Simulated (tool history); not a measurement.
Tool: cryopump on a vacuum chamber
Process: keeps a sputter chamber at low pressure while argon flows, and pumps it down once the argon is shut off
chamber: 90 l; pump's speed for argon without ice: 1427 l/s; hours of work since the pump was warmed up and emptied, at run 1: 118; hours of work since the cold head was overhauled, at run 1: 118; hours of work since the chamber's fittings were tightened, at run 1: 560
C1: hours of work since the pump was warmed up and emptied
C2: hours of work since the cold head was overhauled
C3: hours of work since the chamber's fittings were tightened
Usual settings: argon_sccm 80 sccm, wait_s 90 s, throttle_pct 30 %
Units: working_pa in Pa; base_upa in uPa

Run 1, hour 0: usual settings; C1 118; C2 118; C3 560. Result: working_pa 0.32 Pa, base_upa 1.13 uPa.
Run 2, hour 27.7: usual settings but argon_sccm 87 sccm; C1 133; C2 133; C3 575. Result: working_pa 0.3502 Pa, base_upa 1.17 uPa.
Run 3, hour 48.3: usual settings; C1 143; C2 143; C3 586. Result: working_pa 0.3204 Pa, base_upa 1.19 uPa.
Run 4, hour 91.9: usual settings; C1 167; C2 167; C3 609. Result: working_pa 0.3215 Pa, base_upa 1.19 uPa.
Run 5, hour 118.7: usual settings but throttle_pct 25 %; C1 181; C2 181; C3 623. Result: working_pa 0.3848 Pa, base_upa 1.23 uPa.
Run 6, hour 157: usual settings; C1 201; C2 201; C3 643. Result: working_pa 0.3214 Pa, base_upa 1.3 uPa.
Run 7, hour 177.8: usual settings; C1 212; C2 212; C3 654. Result: working_pa 0.3224 Pa, base_upa 1.31 uPa.
Run 8, hour 197: usual settings; C1 222; C2 222; C3 664. Result: working_pa 0.323 Pa, base_upa 1.31 uPa.
Run 9, hour 217.6: usual settings but throttle_pct 28 %; C1 233; C2 233; C3 675. Result: working_pa 0.3457 Pa, base_upa 1.33 uPa.
Run 10, hour 237.2: usual settings but throttle_pct 28 %; C1 244; C2 244; C3 686. Result: working_pa 0.3447 Pa, base_upa 1.31 uPa.
Run 11, hour 281.2: usual settings but throttle_pct 28 %; C1 267; C2 267; C3 709. Result: working_pa 0.3488 Pa, base_upa 1.35 uPa.
Run 12, hour 317: usual settings; C1 286; C2 286; C3 728. Result: working_pa 0.325 Pa, base_upa 1.44 uPa.
Run 13, hour 348.9: usual settings; C1 303; C2 303; C3 745. Result: working_pa 0.3245 Pa, base_upa 1.42 uPa.
Run 14, hour 375.4: usual settings; C1 317; C2 317; C3 759. Result: working_pa 0.3258 Pa, base_upa 1.44 uPa.
Run 15, hour 397.7: usual settings but argon_sccm 95 sccm; C1 329; C2 329; C3 771. Result: working_pa 0.3865 Pa, base_upa 1.43 uPa.
Run 16, hour 435.9: usual settings but wait_s 236 s; C1 349; C2 349; C3 791. Result: working_pa 0.3298 Pa, base_upa 1.26 uPa.
Run 17, hour 472.2: usual settings; C1 368; C2 368; C3 810. Result: working_pa 0.3288 Pa, base_upa 1.45 uPa.
Run 18, hour 511.2: usual settings; C1 389; C2 389; C3 831. Result: working_pa 0.3268 Pa, base_upa 1.54 uPa.
Run 19, hour 538.4: usual settings but argon_sccm 47 sccm, wait_s 177 s, throttle_pct 16 %; C1 403; C2 403; C3 845. Result: working_pa 0.356 Pa, base_upa 1.34 uPa.
Run 20, hour 569.6: usual settings but wait_s 136 s, throttle_pct 26 %; C1 420; C2 420; C3 862. Result: working_pa 0.3784 Pa, base_upa 1.44 uPa.
Run 21, hour 612.8: usual settings but wait_s 136 s, throttle_pct 26 %; C1 442; C2 442; C3 885. Result: working_pa 0.3808 Pa, base_upa 1.46 uPa.
Run 22, hour 641.8: usual settings but wait_s 294 s, throttle_pct 39 %; C1 458; C2 458; C3 900. Result: working_pa 0.26 Pa, base_upa 1.42 uPa.
Run 23, hour 670.1: usual settings but wait_s 106 s, throttle_pct 20 %; C1 473; C2 473; C3 915. Result: working_pa 0.4917 Pa, base_upa 1.6 uPa.
Run 24, hour 694.3: usual settings but wait_s 106 s, throttle_pct 20 %; C1 486; C2 486; C3 928. Result: working_pa 0.492 Pa, base_upa 1.61 uPa.
Run 25, hour 714.5: usual settings but argon_sccm 33 sccm, wait_s 78 s, throttle_pct 51 %; C1 496; C2 496; C3 939. Result: working_pa 0.0835 Pa, base_upa 1.75 uPa.
Run 26, hour 757.6: usual settings but wait_s 99 s; C1 519; C2 519; C3 961. Result: working_pa 0.3355 Pa, base_upa 1.69 uPa.
Run 27, hour 777.7: usual settings but wait_s 41 s, throttle_pct 25 %; C1 530; C2 530; C3 972. Result: working_pa 0.3977 Pa, base_upa 2.24 uPa.
Run 28, hour 805.8: usual settings but argon_sccm 143 sccm, wait_s 149 s, throttle_pct 56 %; C1 545; C2 545; C3 987. Result: working_pa 0.3371 Pa, base_upa 1.66 uPa.
Run 29, hour 846.3: usual settings but argon_sccm 143 sccm, wait_s 149 s, throttle_pct 56 %; C1 566; C2 566; C3 1008. Result: working_pa 0.3374 Pa, base_upa 1.73 uPa.
Run 30, hour 878.3: usual settings but argon_sccm 143 sccm, wait_s 149 s, throttle_pct 56 %; C1 583; C2 583; C3 1025. Result: working_pa 0.3405 Pa, base_upa 1.73 uPa.
Run 31, hour 905.7: usual settings but argon_sccm 143 sccm, wait_s 149 s, throttle_pct 56 %; C1 598; C2 598; C3 1040. Result: working_pa 0.3418 Pa, base_upa 1.73 uPa.
Run 32, hour 942.3: usual settings but argon_sccm 143 sccm, wait_s 149 s, throttle_pct 56 %; C1 617; C2 617; C3 1059. Result: working_pa 0.3419 Pa, base_upa 1.75 uPa.
Run 33, hour 964.7: usual settings but wait_s 37 s, throttle_pct 31 %; C1 629; C2 629; C3 1071. Result: working_pa 0.3278 Pa, base_upa 2.49 uPa.
Run 34, hour 1004.7: usual settings but throttle_pct 16 %; C1 650; C2 650; C3 1092. Result: working_pa 0.6163 Pa, base_upa 1.96 uPa.
Run 35, hour 1030.5: usual settings but argon_sccm 61 sccm; C1 664; C2 664; C3 1106. Result: working_pa 0.2582 Pa, base_upa 2.03 uPa.

Forecast each of these 3 alternatives for the next run:
Run A, hour 1053: usual settings but wait_s 96 s, throttle_pct 26 %; C1 676; C2 676; C3 1118. Result: working_pa ?, base_upa ?.
Run B, hour 1053: usual settings but argon_sccm 35 sccm, wait_s 89 s; C1 676; C2 676; C3 1118. Result: working_pa ?, base_upa ?.
Run C, hour 1053: usual settings but argon_sccm 37 sccm, throttle_pct 46 %; C1 676; C2 676; C3 1118. Result: working_pa ?, base_upa ?.

run  working_pa  base_upa
  A      0.3863      1.93
  B      0.1496      1.98
  C      0.1059      1.91
Without the tool's hidden state the same runs would have given:
run  working_pa  base_upa
  A      0.3619      0.53
  B      0.1389      0.57
  C      0.0946      0.52

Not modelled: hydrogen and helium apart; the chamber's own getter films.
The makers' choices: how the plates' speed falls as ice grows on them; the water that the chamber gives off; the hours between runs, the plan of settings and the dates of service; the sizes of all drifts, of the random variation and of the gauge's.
